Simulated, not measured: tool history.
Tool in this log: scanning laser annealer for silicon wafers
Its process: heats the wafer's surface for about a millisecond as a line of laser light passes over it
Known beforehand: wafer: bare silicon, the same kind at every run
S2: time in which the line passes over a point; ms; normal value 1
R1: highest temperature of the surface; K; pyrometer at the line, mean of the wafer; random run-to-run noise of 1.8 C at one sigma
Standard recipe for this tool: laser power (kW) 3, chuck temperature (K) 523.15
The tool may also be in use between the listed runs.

run 1 hour=0 | laser_power_(kW)=3 S2=1 chuck_temperature_(K)=523.15 | R1=1240.15
run 2 hour=5.4 | laser_power_(kW)=3 S2=1 chuck_temperature_(K)=523.15 | R1=1241.15
run 3 hour=16.9 | laser_power_(kW)=3 S2=1 chuck_temperature_(K)=523.15 | R1=1241.15
run 4 hour=27.1 | laser_power_(kW)=3 S2=1 chuck_temperature_(K)=519.15 | R1=1235.15
run 5 hour=34 | laser_power_(kW)=3 S2=1.01 chuck_temperature_(K)=519.15 | R1=1241.15
run 6 hour=44.4 | laser_power_(kW)=3 S2=1.01 chuck_temperature_(K)=519.15 | R1=1240.15
run 7 hour=54.2 | laser_power_(kW)=2.905 S2=1.01 chuck_temperature_(K)=519.15 | R1=1217.15
run 8 hour=62.9 | laser_power_(kW)=2.905 S2=1.01 chuck_temperature_(K)=519.15 | R1=1214.15
run 9 hour=74.9 | laser_power_(kW)=2.77 S2=1 chuck_temperature_(K)=523.15 | R1=1175.15
run 10 hour=84.3 | laser_power_(kW)=2.77 S2=1 chuck_temperature_(K)=523.15 | R1=1181.15
run 11 hour=91.5 | laser_power_(kW)=3 S2=1 chuck_temperature_(K)=523.15 | R1=1246.15
run 12 hour=96.4 | laser_power_(kW)=3 S2=1 chuck_temperature_(K)=523.15 | R1=1241.15
run 13 hour=104.5 | laser_power_(kW)=3 S2=1 chuck_temperature_(K)=523.15 | R1=1244.15
run 14 hour=113 | laser_power_(kW)=3 S2=1 chuck_temperature_(K)=523.15 | R1=1239.15
run 15 hour=121.4 | laser_power_(kW)=2.942 S2=0.73 chuck_temperature_(K)=538.15 | R1=1143.15
run 16 hour=127.3 | laser_power_(kW)=3.221 S2=1.12 chuck_temperature_(K)=552.15 | R1=1382.15
run 17 hour=138.2 | laser_power_(kW)=3.221 S2=1.12 chuck_temperature_(K)=552.15 | R1=1380.15
run 18 hour=146.9 | laser_power_(kW)=2.946 S2=1 chuck_temperature_(K)=526.15 | R1=1228.15
run 19 hour=157.4 | laser_power_(kW)=2.946 S2=1 chuck_temperature_(K)=526.15 | R1=1228.15
run 20 hour=164.3 | laser_power_(kW)=2.946 S2=1 chuck_temperature_(K)=526.15 | R1=1230.15
run 21 hour=171.4 | laser_power_(kW)=2.765 S2=0.92 chuck_temperature_(K)=563.15 | R1=1191.15
run 22 hour=181.1 | laser_power_(kW)=2.765 S2=0.92 chuck_temperature_(K)=563.15 | R1=1188.15
run 23 hour=193 | laser_power_(kW)=2.765 S2=0.92 chuck_temperature_(K)=563.15 | R1=1191.15

Below are 5 alternative next runs, each starting from the tool's condition after run 23. Predict each:
run A hour=203.7 | laser_power_(kW)=2.568 S2=0.73 chuck_temperature_(K)=523.15 | R1=?
run B hour=203.7 | laser_power_(kW)=3.04 S2=1.15 chuck_temperature_(K)=525.15 | R1=?
run C hour=203.7 | laser_power_(kW)=2.554 S2=1 chuck_temperature_(K)=523.15 | R1=?
run D hour=203.7 | laser_power_(kW)=2.708 S2=0.88 chuck_temperature_(K)=495.15 | R1=?
run E hour=203.7 | laser_power_(kW)=2.765 S2=0.78 chuck_temperature_(K)=563.15 | R1=?

run=A R1=1039.15
run=B R1=1306.15
run=C R1=1112.15
run=D R1=1090.15
run=E R1=1145.15
With the hidden condition removed and each run's random variation left untouched, the same runs would have given:
run=A R1=1039.15
run=B R1=1307.15
run=C R1=1113.15
run=D R1=1091.15
run=E R1=1145.15

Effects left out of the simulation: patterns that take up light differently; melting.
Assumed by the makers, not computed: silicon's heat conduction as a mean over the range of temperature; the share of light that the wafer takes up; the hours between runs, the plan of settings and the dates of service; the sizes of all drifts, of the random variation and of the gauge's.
